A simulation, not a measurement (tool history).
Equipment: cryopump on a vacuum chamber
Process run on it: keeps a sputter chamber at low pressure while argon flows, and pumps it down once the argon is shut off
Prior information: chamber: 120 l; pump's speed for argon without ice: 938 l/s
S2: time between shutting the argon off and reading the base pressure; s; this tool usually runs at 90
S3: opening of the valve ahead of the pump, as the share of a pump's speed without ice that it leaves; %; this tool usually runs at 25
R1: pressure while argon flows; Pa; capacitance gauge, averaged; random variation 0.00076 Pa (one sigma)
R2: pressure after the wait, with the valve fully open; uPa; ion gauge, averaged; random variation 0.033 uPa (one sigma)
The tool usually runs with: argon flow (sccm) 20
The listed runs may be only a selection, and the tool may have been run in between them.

run 1 hour=0 | argon_flow_(sccm)=20 S2=90 S3=25 | R1=0.1477 R2=2.58
run 2 hour=13 | argon_flow_(sccm)=29 S2=90 S3=25 | R1=0.211 R2=2.56
run 3 hour=21.1 | argon_flow_(sccm)=29 S2=90 S3=25 | R1=0.2132 R2=2.49
run 4 hour=28.5 | argon_flow_(sccm)=29 S2=90 S3=51 | R1=0.1048 R2=2.59
run 5 hour=38.1 | argon_flow_(sccm)=29 S2=90 S3=51 | R1=0.1046 R2=2.53
run 6 hour=49.8 | argon_flow_(sccm)=29 S2=90 S3=51 | R1=0.1049 R2=2.56
run 7 hour=61.2 | argon_flow_(sccm)=29 S2=90 S3=51 | R1=0.1058 R2=2.54
run 8 hour=68.1 | argon_flow_(sccm)=29 S2=90 S3=51 | R1=0.1055 R2=2.59
run 9 hour=79.4 | argon_flow_(sccm)=28 S2=90 S3=25 | R1=0.2041 R2=2.55
run 10 hour=90.4 | argon_flow_(sccm)=28 S2=90 S3=25 | R1=0.2034 R2=2.67
run 11 hour=98.5 | argon_flow_(sccm)=28 S2=90 S3=25 | R1=0.2049 R2=2.57
run 12 hour=113.2 | argon_flow_(sccm)=20 S2=90 S3=25 | R1=0.1466 R2=2.65
run 13 hour=119.8 | argon_flow_(sccm)=20 S2=90 S3=25 | R1=0.1465 R2=2.63
run 14 hour=128 | argon_flow_(sccm)=20 S2=90 S3=25 | R1=0.1471 R2=2.61
run 15 hour=144.3 | argon_flow_(sccm)=20 S2=90 S3=25 | R1=0.1455 R2=2.75
run 16 hour=158.7 | argon_flow_(sccm)=20 S2=90 S3=25 | R1=0.1465 R2=2.69
run 17 hour=170.2 | argon_flow_(sccm)=20 S2=90 S3=25 | R1=0.1464 R2=2.7
run 18 hour=186.3 | argon_flow_(sccm)=20 S2=90 S3=25 | R1=0.1484 R2=2.72
run 19 hour=198.1 | argon_flow_(sccm)=18 S2=36 S3=25 | R1=0.1322 R2=4.9
run 20 hour=212.7 | argon_flow_(sccm)=22 S2=76 S3=23 | R1=0.1757 R2=2.99
run 21 hour=219.6 | argon_flow_(sccm)=22 S2=76 S3=23 | R1=0.1747 R2=2.97
run 22 hour=229 | argon_flow_(sccm)=11 S2=74 S3=22 | R1=0.0923 R2=3.02
run 23 hour=240.9 | argon_flow_(sccm)=11 S2=74 S3=22 | R1=0.092 R2=3.04
run 24 hour=249.5 | argon_flow_(sccm)=12 S2=21 S3=17 | R1=0.1281 R2=7.63
run 25 hour=259.8 | argon_flow_(sccm)=40 S2=27 S3=50 | R1=0.1502 R2=6.17
run 26 hour=276.1 | argon_flow_(sccm)=40 S2=27 S3=25 | R1=0.2939 R2=6.18
run 27 hour=284.3 | argon_flow_(sccm)=20 S2=27 S3=48 | R1=0.0769 R2=6.13
run 28 hour=292.7 | argon_flow_(sccm)=20 S2=27 S3=48 | R1=0.0772 R2=6.17
run 29 hour=301.7 | argon_flow_(sccm)=14 S2=161 S3=29 | R1=0.0899 R2=2.15
run 30 hour=315.9 | argon_flow_(sccm)=14 S2=161 S3=29 | R1=0.0894 R2=2.23
run 31 hour=325.7 | argon_flow_(sccm)=14 S2=161 S3=29 | R1=0.0896 R2=2.14
run 32 hour=334.4 | argon_flow_(sccm)=15 S2=161 S3=55 | R1=0.0507 R2=2.2
run 33 hour=342.6 | argon_flow_(sccm)=15 S2=123 S3=16 | R1=0.172 R2=2.44
run 34 hour=353.8 | argon_flow_(sccm)=11 S2=90 S3=57 | R1=0.0358 R2=2.74
run 35 hour=362.4 | argon_flow_(sccm)=20 S2=141 S3=51 | R1=0.0748 R2=2.29

What if the next run were any one of these 3? Each begins from the tool's condition after run 35:
run A hour=374.8 | argon_flow_(sccm)=19 S2=90 S3=25 | R1=? R2=?
run B hour=374.8 | argon_flow_(sccm)=8 S2=201 S3=20 | R1=? R2=?
run C hour=374.8 | argon_flow_(sccm)=16 S2=28 S3=31 | R1=? R2=?

run=A R1=0.1401 R2=2.85
run=B R1=0.072 R2=2.05
run=C R1=0.096 R2=6.06
What these runs would have given with no unlogged condition in the tool:
run=A R1=0.1368 R2=1.78
run=B R1=0.0706 R2=0.97
run=C R1=0.0932 R2=4.98
